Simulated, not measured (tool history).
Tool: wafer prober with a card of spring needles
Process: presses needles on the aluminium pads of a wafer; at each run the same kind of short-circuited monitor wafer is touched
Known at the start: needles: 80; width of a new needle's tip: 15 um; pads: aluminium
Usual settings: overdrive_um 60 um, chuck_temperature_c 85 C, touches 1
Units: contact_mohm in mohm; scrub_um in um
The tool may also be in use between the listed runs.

run   hour  overdrive_um  chuck_temperature_c  touches  contact_mohm  scrub_um
  1      0            60                   85        1           347     11.56
  2    6.6            60                   85        1           310     11.52
  3   13.7            60                   85        1           350     11.49
  4   18.6            61                   85        1           282     11.57
  5   29.2            60                   85        1           317     11.43
  6   34.9            60                   85        1           330      11.4
  7   42.9            60                   39        1           310      11.4
  8     50            60                   39        1           281     11.42
  9   54.6            60                   85        1           293     11.39
 10   64.5            60                   85        1           304     11.41
 11   74.9            60                   85        1           343     11.34
 12   79.7            58                   26        3           288     10.92
 13     88            58                   26        3           287     10.89
 14   96.6            61                   95        2           310     11.38
 15  103.1            61                   95        2           286     11.43
 16  108.3            59                   61        2           287     10.95
 17  115.8            71                   26        1           314     13.84
 18  123.4            71                   26        1           299     13.77
 19  130.7            42                   47        2           299      8.12

Not shown: 32 entries that the log had between the listed runs. Between which runs, and how does the tool's hidden state differ before and after?
Between runs 1 and 2: tips cleaned on abrasive film (hour 0.7); tips cleaned on abrasive film (hour 5.6)
  debris on the tips, nm: 71.8 -> 25.2; way that the needles fall short of the set height, um: 1.03 -> 1.12; tips' diameter, um: 16.03 -> 16.07
  measured less the result without the state, contact_mohm: +73 -> +28 mohm; scrub_um: -0.2 -> -0.21 um
Between runs 2 and 3: tips cleaned on abrasive film (hour 10)
  debris on the tips, nm: 25.2 -> 75.1; way that the needles fall short of the set height, um: 1.12 -> 1.18; tips' diameter, um: 16.07 -> 16.09
  measured less the result without the state, contact_mohm: +28 -> +76 mohm; scrub_um: -0.21 -> -0.23 um
Between runs 3 and 4: tips cleaned on abrasive film (hour 14.5); tips cleaned on abrasive film (hour 18.6)
  debris on the tips, nm: 75.1 -> 5.6; way that the needles fall short of the set height, um: 1.18 -> 1.28; tips' diameter, um: 16.09 -> 16.12
  measured less the result without the state, contact_mohm: +76 -> +7 mohm; scrub_um: -0.23 -> -0.25 um
Between runs 4 and 5: tips cleaned on abrasive film (hour 23.6); tips cleaned on abrasive film (hour 27.8)
  debris on the tips, nm: 5.6 -> 33.1; way that the needles fall short of the set height, um: 1.28 -> 1.38; tips' diameter, um: 16.12 -> 16.16
  measured less the result without the state, contact_mohm: +7 -> +37 mohm; scrub_um: -0.25 -> -0.27 um
Between runs 5 and 6: tips cleaned on abrasive film (hour 32.1)
  debris on the tips, nm: 33.1 -> 54.8; way that the needles fall short of the set height, um: 1.38 -> 1.45; tips' diameter, um: 16.16 -> 16.18
  measured less the result without the state, contact_mohm: +37 -> +58 mohm; scrub_um: -0.27 -> -0.29 um
Between runs 6 and 7: tips cleaned on abrasive film (hour 36.6); tips cleaned on abrasive film (hour 40.9)
  debris on the tips, nm: 54.8 -> 41.7; way that the needles fall short of the set height, um: 1.45 -> 1.54; tips' diameter, um: 16.18 -> 16.21
  measured less the result without the state, contact_mohm: +58 -> +49 mohm; scrub_um: -0.29 -> -0.3 um
Between runs 7 and 8: tips cleaned on abrasive film (hour 45); tips cleaned on abrasive film (hour 49.6)
  debris on the tips, nm: 41.7 -> 13.5; way that the needles fall short of the set height, um: 1.54 -> 1.64; tips' diameter, um: 16.21 -> 16.25
  measured less the result without the state, contact_mohm: +49 -> +18 mohm; scrub_um: -0.3 -> -0.32 um
Between runs 8 and 9: tips cleaned on abrasive film (hour 54.1)
  debris on the tips, nm: 13.5 -> 13.6; way that the needles fall short of the set height, um: 1.64 -> 1.7; tips' diameter, um: 16.25 -> 16.27
  measured less the result without the state, contact_mohm: +18 -> +16 mohm; scrub_um: -0.32 -> -0.33 um
Between runs 9 and 10: tips cleaned on abrasive film (hour 59.1); tips cleaned on abrasive film (hour 63.5)
  debris on the tips, nm: 13.6 -> 25.3; way that the needles fall short of the set height, um: 1.7 -> 1.79; tips' diameter, um: 16.27 -> 16.3
  measured less the result without the state, contact_mohm: +16 -> +29 mohm; scrub_um: -0.33 -> -0.35 um
Between runs 10 and 11: tips cleaned on abrasive film (hour 67.6); tips cleaned on abrasive film (hour 71.8)
  debris on the tips, nm: 25.3 -> 65.1; way that the needles fall short of the set height, um: 1.79 -> 1.89; tips' diameter, um: 16.3 -> 16.34
  measured less the result without the state, contact_mohm: +29 -> +71 mohm; scrub_um: -0.35 -> -0.36 um
Between runs 11 and 12: tips cleaned on abrasive film (hour 76.7)
  debris on the tips, nm: 65.1 -> 59.5; way that the needles fall short of the set height, um: 1.89 -> 1.94; tips' diameter, um: 16.34 -> 16.35
  measured less the result without the state, contact_mohm: +71 -> +29 mohm; scrub_um: -0.36 -> -0.38 um
Between runs 12 and 13: tips cleaned on abrasive film (hour 80.8); tips cleaned on abrasive film (hour 85); height of the first contact set anew (hour 85.3)
  debris on the tips, nm: 59.5 -> 56.6; way that the needles fall short of the set height, um: 1.94 -> 2.44; tips' diameter, um: 16.35 -> 16.39
  measured less the result without the state, contact_mohm: +29 -> +28 mohm; scrub_um: -0.38 -> -0.48 um
Between runs 13 and 14: tips cleaned on abrasive film (hour 89.9); tips cleaned on abrasive film (hour 94.2)
  debris on the tips, nm: 56.6 -> 47.7; way that the needles fall short of the set height, um: 2.44 -> 2.51; tips' diameter, um: 16.39 -> 16.41
  measured less the result without the state, contact_mohm: +28 -> +32 mohm; scrub_um: -0.48 -> -0.49 um
Between runs 14 and 15: tips cleaned on abrasive film (hour 98.9); tips cleaned on abrasive film (hour 103.1)
  debris on the tips, nm: 47.7 -> 3.7; way that the needles fall short of the set height, um: 2.51 -> 2.6; tips' diameter, um: 16.41 -> 16.44
  measured less the result without the state, contact_mohm: +32 -> +6 mohm; scrub_um: -0.49 -> -0.5 um
Between runs 15 and 16: tips cleaned on abrasive film (hour 107.4)
  debris on the tips, nm: 3.7 -> 23.1; way that the needles fall short of the set height, um: 2.6 -> 2.64; tips' diameter, um: 16.44 -> 16.46
  measured less the result without the state, contact_mohm: +6 -> +19 mohm; scrub_um: -0.5 -> -0.52 um
Between runs 16 and 17: height of the first contact set anew, once more (hour 112); tips cleaned on abrasive film (hour 112.1)
  debris on the tips, nm: 23.1 -> 76.8; way that the needles fall short of the set height, um: 2.64 -> 0.04; tips' diameter, um: 16.46 -> 16.47
  measured less the result without the state, contact_mohm: +19 -> +63 mohm; scrub_um: -0.52 -> -0.01 um
Between runs 17 and 18: tips cleaned on abrasive film (hour 116.7); tips cleaned on abrasive film (hour 121)
  debris on the tips, nm: 76.8 -> 50; way that the needles fall short of the set height, um: 0.04 -> 0.14; tips' diameter, um: 16.47 -> 16.51
  measured less the result without the state, contact_mohm: +63 -> +43 mohm; scrub_um: -0.01 -> -0.03 um
Between runs 18 and 19: tips cleaned on abrasive film (hour 125.9); tips cleaned on abrasive film (hour 130)
  debris on the tips, nm: 50 -> 21.7; way that the needles fall short of the set height, um: 0.14 -> 0.24; tips' diameter, um: 16.51 -> 16.54
  measured less the result without the state, contact_mohm: +43 -> +30 mohm; scrub_um: -0.03 -> -0.05 um
